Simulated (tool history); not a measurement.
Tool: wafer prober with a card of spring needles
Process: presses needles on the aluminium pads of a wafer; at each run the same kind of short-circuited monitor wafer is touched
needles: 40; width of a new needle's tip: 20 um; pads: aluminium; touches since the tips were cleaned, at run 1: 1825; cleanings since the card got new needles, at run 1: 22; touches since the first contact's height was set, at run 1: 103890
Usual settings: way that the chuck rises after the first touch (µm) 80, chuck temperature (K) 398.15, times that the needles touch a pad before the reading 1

run	hour	way that the chuck rises after the first touch (µm)	chuck temperature (K)	times that the needles touch a pad before the reading	touches since the tips were cleaned	cleanings since the card got new needles	touches since the first contact's height was set	resistance of one needle with its contact and lead (mohm)	way that a needle slides on the pad (µm)
1	0.0	80	398.15	1	1825	22	103890	164	13.55
# hour 14.7: tips cleaned on abrasive film
# hour 38.2: tips cleaned on abrasive film
2	48.6	80	398.15	1	2006	24	113282	158	13.46
# hour 58.4: tips cleaned on abrasive film
# hour 82.2: tips cleaned on abrasive film
# hour 104.4: tips cleaned on abrasive film
# hour 126.5: tips cleaned on abrasive film
3	126.5	80	398.15	1	0	28	128329	143	13.51
# hour 149.0: tips cleaned on abrasive film
# hour 168.6: tips cleaned on abrasive film
# hour 191.4: tips cleaned on abrasive film
4	193.1	80	398.15	1	342	31	141210	148	13.53
# hour 211.6: tips cleaned on abrasive film
# hour 234.4: tips cleaned on abrasive film
5	249.2	80	398.15	1	2881	33	152069	170	13.59
# hour 254.2: tips cleaned on abrasive film
# hour 274.9: tips cleaned on abrasive film
# hour 298.3: tips cleaned on abrasive film
6	313.6	80	339.15	1	2983	36	164512	164	13.46
# hour 320.9: tips cleaned on abrasive film
# hour 343.1: tips cleaned on abrasive film
7	347.9	80	398.15	2	942	38	171136	146	13.41
# hour 365.8: tips cleaned on abrasive film
# hour 388.0: tips cleaned on abrasive film
# hour 411.0: tips cleaned on abrasive film
8	419.0	80	398.15	1	1548	41	184875	157	13.50
# hour 432.5: tips cleaned on abrasive film
# hour 457.0: tips cleaned on abrasive film
9	468.4	80	398.15	1	2223	43	194428	166	13.32
# hour 477.2: tips cleaned on abrasive film
# hour 498.4: tips cleaned on abrasive film
10	505.7	98	398.15	1	1407	45	201628	152	16.49
# hour 520.4: tips cleaned on abrasive film
# hour 543.5: tips cleaned on abrasive film
11	555.0	80	398.15	1	2246	47	211169	163	13.40
# hour 563.3: tips cleaned on abrasive film
# hour 584.4: tips cleaned on abrasive film
12	600.1	80	398.15	1	3040	49	219882	170	13.40
# hour 604.6: tips cleaned on abrasive film
# hour 609.8: height of the first contact set anew
# hour 627.8: tips cleaned on abrasive film
13	633.9	80	398.15	1	1185	51	4652	155	13.66
# hour 651.6: tips cleaned on abrasive film
14	666.5	80	398.15	2	2875	52	10958	157	13.82
# hour 671.4: tips cleaned on abrasive film
# hour 694.4: tips cleaned on abrasive film
15	707.2	80	398.15	2	2479	54	18831	154	13.65
# hour 714.2: tips cleaned on abrasive film
# hour 736.9: tips cleaned on abrasive film
# hour 757.6: tips cleaned on abrasive film
# hour 777.2: tips cleaned on abrasive film
16	786.8	80	304.15	3	1865	58	34203	135	13.66
# hour 801.5: tips cleaned on abrasive film
# hour 824.5: tips cleaned on abrasive film
# hour 847.7: tips cleaned on abrasive film
17	851.1	95	398.15	3	660	61	46638	140	16.34
# hour 868.7: tips cleaned on abrasive film
# hour 891.9: tips cleaned on abrasive film
# hour 913.3: tips cleaned on abrasive film
18	929.1	95	398.15	3	3069	64	61719	145	16.18
# hour 937.3: tips cleaned on abrasive film
# hour 961.8: tips cleaned on abrasive film
19	969.4	95	398.15	2	1494	66	69515	147	16.13
# hour 984.2: tips cleaned on abrasive film
20	1003.3	87	375.15	1	3722	67	76077	166	14.79
# hour 1008.3: tips cleaned on abrasive film
# hour 1030.6: tips cleaned on abrasive film
# hour 1052.7: tips cleaned on abrasive film
21	1067.2	64	313.15	1	2818	70	88420	188	10.89
# hour 1076.4: tips cleaned on abrasive film
# hour 1100.9: tips cleaned on abrasive film
22	1108.9	64	313.15	1	1551	72	96466	167	10.77
# hour 1122.7: tips cleaned on abrasive film
# hour 1144.8: tips cleaned on abrasive film
23	1160.6	77	322.15	2	3070	74	106479	155	13.00
# hour 1167.8: tips cleaned on abrasive film
# hour 1189.4: tips cleaned on abrasive film
# hour 1212.6: tips cleaned on abrasive film
24	1215.2	77	322.15	2	493	77	117014	135	13.01
# hour 1235.9: tips cleaned on abrasive film
# hour 1259.6: tips cleaned on abrasive film
# hour 1283.7: tips cleaned on abrasive film
25	1285.0	76	333.15	2	248	80	130503	133	12.79
# hour 1307.0: tips cleaned on abrasive film
# hour 1330.1: tips cleaned on abrasive film
# hour 1351.1: tips cleaned on abrasive film
26	1351.1	87	333.15	1	0	83	143291	133	14.68
# hour 1373.0: tips cleaned on abrasive film
# hour 1396.7: tips cleaned on abrasive film
27	1404.3	80	326.15	1	1466	85	153570	152	13.41
# hour 1418.3: tips cleaned on abrasive film
# hour 1440.0: tips cleaned on abrasive film
28	1441.3	81	398.15	1	256	87	160727	144	13.58
# hour 1463.1: tips cleaned on abrasive film
# hour 1484.1: tips cleaned on abrasive film
# hour 1506.2: tips cleaned on abrasive film
29	1506.2	81	396.15	1	0	90	173260	145	13.47

3 ways to go on from here, each from the tool as it stands after run 29. What would each give?
# hour 1530.7: tips cleaned on abrasive film
A	1548.7	80	398.15	2	3494	91	181489	?	?
# hour 1530.7: tips cleaned on abrasive film
B	1548.7	81	306.15	1	3494	91	181489	?	?
# hour 1530.7: tips cleaned on abrasive film
C	1548.7	80	333.15	2	3494	91	181489	?	?

run	resistance of one needle with its contact and lead (mohm)	way that a needle slides on the pad (µm)
A	163	13.40
B	165	13.58
C	155	13.43
Without the tool's hidden state the same runs would have given:
run	resistance of one needle with its contact and lead (mohm)	way that a needle slides on the pad (µm)
A	140	13.71
B	124	13.88
C	129	13.74

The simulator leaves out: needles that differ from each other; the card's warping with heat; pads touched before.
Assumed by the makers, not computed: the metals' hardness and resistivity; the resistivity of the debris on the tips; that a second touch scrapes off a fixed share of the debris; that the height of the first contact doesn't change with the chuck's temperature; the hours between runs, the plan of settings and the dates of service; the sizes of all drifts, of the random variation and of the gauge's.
